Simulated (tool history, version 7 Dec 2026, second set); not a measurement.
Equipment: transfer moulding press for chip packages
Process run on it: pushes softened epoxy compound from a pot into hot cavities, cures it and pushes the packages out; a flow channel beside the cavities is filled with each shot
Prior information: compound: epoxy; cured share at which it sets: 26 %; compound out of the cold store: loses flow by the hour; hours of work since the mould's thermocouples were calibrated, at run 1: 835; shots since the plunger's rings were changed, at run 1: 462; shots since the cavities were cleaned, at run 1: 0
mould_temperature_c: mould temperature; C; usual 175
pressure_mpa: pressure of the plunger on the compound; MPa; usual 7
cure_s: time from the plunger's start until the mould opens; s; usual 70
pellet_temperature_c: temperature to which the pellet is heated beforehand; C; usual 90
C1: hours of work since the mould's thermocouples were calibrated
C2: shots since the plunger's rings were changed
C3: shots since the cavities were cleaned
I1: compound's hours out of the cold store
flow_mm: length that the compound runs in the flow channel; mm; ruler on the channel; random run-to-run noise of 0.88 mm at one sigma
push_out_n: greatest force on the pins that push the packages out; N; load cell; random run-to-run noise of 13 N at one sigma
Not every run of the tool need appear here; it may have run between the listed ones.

Run 1, hour 0: usual settings; C1 835; C2 462; C3 0; I1 14. Result: flow_mm 610.4 mm, push_out_n 778 N.
Run 2, hour 19.8: usual settings; C1 850; C2 852; C3 390; I1 41.1. Result: flow_mm 510.5 mm, push_out_n 1145 N.
At hour 28.3: mould's thermocouples calibrated.
Run 3, hour 41: usual settings; C1 10; C2 1229; C3 767; I1 14.8. Result: flow_mm 598.3 mm, push_out_n 1242 N.
At hour 55.3: cavities cleaned with cleaning compound and waxed.
Run 4, hour 77.3: usual settings; C1 37; C2 1914; C3 434; I1 22.6. Result: flow_mm 565.5 mm, push_out_n 1442 N.
Run 5, hour 99.3: usual settings; C1 54; C2 2345; C3 865; I1 21.9. Result: flow_mm 567.7 mm, push_out_n 1381 N.
At hour 108.8: cavities cleaned with cleaning compound and waxed.
Run 6, hour 125.6: usual settings; C1 74; C2 2833; C3 329; I1 18.7. Result: flow_mm 576.5 mm, push_out_n 1058 N.
At hour 143.5: plunger's sealing rings changed.
Run 7, hour 145.2: usual settings; C1 87; C2 33; C3 666; I1 36.4. Result: flow_mm 527.8 mm, push_out_n 1146 N.
At hour 165.8: cavities cleaned with cleaning compound and waxed.
Run 8, hour 180.5: usual settings; C1 113; C2 696; C3 287; I1 10.4. Result: flow_mm 620.3 mm, push_out_n 1030 N.
Run 9, hour 210.2: usual settings; C1 137; C2 1281; C3 872; I1 44.1. Result: flow_mm 495.3 mm, push_out_n 1182 N.
At hour 220.9: cavities cleaned with cleaning compound and waxed.
At hour 230: cavities cleaned with cleaning compound and waxed, once more.
Run 10, hour 248.6: usual settings but pellet_temperature_c 89 C; C1 164; C2 1977; C3 366; I1 31.6. Result: flow_mm 533 mm, push_out_n 1041 N.
Run 11, hour 269.9: usual settings but pressure_mpa 6.04 MPa; C1 181; C2 2396; C3 785; I1 19.9. Result: flow_mm 533.8 mm, push_out_n 1292 N.
At hour 285: cavities cleaned with cleaning compound and waxed.
Run 12, hour 307.3: usual settings but pressure_mpa 6.04 MPa; C1 209; C2 3101; C3 437; I1 28.3. Result: flow_mm 502.4 mm, push_out_n 1097 N.
At hour 313.1: plunger's sealing rings changed.
Run 13, hour 328.7: usual settings but pressure_mpa 6.04 MPa, cure_s 65 s; C1 224; C2 306; C3 809; I1 42. Result: flow_mm 471.3 mm, push_out_n 1446 N.
At hour 340.9: cavities cleaned with cleaning compound and waxed.
Run 14, hour 361.2: usual settings but pressure_mpa 6.04 MPa, cure_s 65 s; C1 248; C2 916; C3 400; I1 46.9. Result: flow_mm 451.7 mm, push_out_n 1253 N.
At hour 396.1: cavities cleaned with cleaning compound and waxed.
Run 15, hour 396.1: usual settings but mould_temperature_c 171 C, pressure_mpa 6.04 MPa, cure_s 67 s, pellet_temperature_c 80 C; C1 274; C2 1572; C3 0; I1 16.3. Result: flow_mm 561 mm, push_out_n 1097 N.
Run 16, hour 420.8: usual settings but cure_s 50 s; C1 293; C2 2057; C3 485; I1 35.5. Result: flow_mm 520.1 mm, push_out_n 2606 N.
Run 17, hour 445.2: usual settings but pressure_mpa 7.36 MPa, cure_s 50 s, pellet_temperature_c 98 C; C1 313; C2 2538; C3 966; I1 43.8. Result: flow_mm 500 mm, push_out_n 2782 N.
At hour 449.4: cavities cleaned with cleaning compound and waxed.
Run 18, hour 471: usual settings but pressure_mpa 8.42 MPa, cure_s 64 s; C1 332; C2 3015; C3 423; I1 11.9. Result: flow_mm 659.4 mm, push_out_n 1549 N.
At hour 481: plunger's sealing rings changed.
Run 19, hour 495.4: usual settings but pressure_mpa 8.42 MPa, cure_s 64 s; C1 349; C2 285; C3 855; I1 42.6. Result: flow_mm 553.8 mm, push_out_n 1555 N.
At hour 506.2: cavities cleaned with cleaning compound and waxed.
Run 20, hour 512.6: usual settings but mould_temperature_c 183 C; C1 361; C2 592; C3 125; I1 15.9. Result: flow_mm 583.3 mm, push_out_n 580 N.
Run 21, hour 540.2: usual settings but mould_temperature_c 183 C; C1 382; C2 1135; C3 668; I1 18.9. Result: flow_mm 568.3 mm, push_out_n 816 N.
At hour 560.9: cavities cleaned with cleaning compound and waxed.
Run 22, hour 560.9: usual settings but mould_temperature_c 170 C, pressure_mpa 8.16 MPa, cure_s 56 s; C1 397; C2 1512; C3 0; I1 36.7. Result: flow_mm 573.3 mm, push_out_n 1555 N.
Run 23, hour 587.2: usual settings but mould_temperature_c 170 C, pressure_mpa 8.16 MPa, cure_s 56 s; C1 418; C2 2030; C3 518; I1 15.6. Result: flow_mm 655.4 mm, push_out_n 3050 N.
Run 24, hour 611: usual settings but mould_temperature_c 170 C, pressure_mpa 5.57 MPa, cure_s 99 s, pellet_temperature_c 82 C; C1 437; C2 2498; C3 986; I1 47.2. Result: flow_mm 438.5 mm, push_out_n 925 N.
At hour 614.4: cavities cleaned with cleaning compound and waxed.
Run 25, hour 643: usual settings but mould_temperature_c 170 C, pressure_mpa 5.57 MPa, cure_s 99 s, pellet_temperature_c 82 C; C1 460; C2 3097; C3 562; I1 41. Result: flow_mm 454.6 mm, push_out_n 859 N.
At hour 648.7: plunger's sealing rings changed.
At hour 672.4: cavities cleaned with cleaning compound and waxed.
Run 26, hour 676: usual settings but mould_temperature_c 170 C, pressure_mpa 5.57 MPa, cure_s 99 s, pellet_temperature_c 82 C; C1 483; C2 507; C3 70; I1 37.9. Result: flow_mm 475.7 mm, push_out_n 545 N.
Run 27, hour 700.5: usual settings but pressure_mpa 6.7 MPa, cure_s 88 s, pellet_temperature_c 93 C; C1 502; C2 989; C3 552; I1 19.7. Result: flow_mm 571.9 mm, push_out_n 800 N.

Measured result minus the same run's result without the hidden state. Both carry the same run-to-run variation, though not necessarily the same gauge scatter:
What the log doesn't record here: true mould temperature over the reading, C; pressure that reaches the compound, % of what is set; grip of the stained cavities, % over clean ones'; drift of the gauge itself on flow_mm, %; drift of the gauge itself on push_out_n, %.
run  flow_mm  push_out_n
  1     +1.8        +112
  2     -0.7        +551
  3     -7.5        +598
  4    -10.4        +800
  5    -12.7        +745
  6    -15.7        +413
  7     +0.1        +543
  8     -3.6        +368
  9     -5.4        +599
 10     -9.2        +422
 11    -11.5        +640
 12    -14.1        +477
 13     -1.2        +732
 14     -3.3        +550
 15     -7.5         +46
 16     -9.5       +1163
 17    -11.2       +1440
 18    -17.7        +698
 19       +0        +811
 20     -1.8        +143
 21     -4.7        +397
 22     -6.5        +100
 23    -10.4       +1392
 24     -8.9        +482
 25    -11.9        +410
 26       +0        +107
 27     -2.5        +374
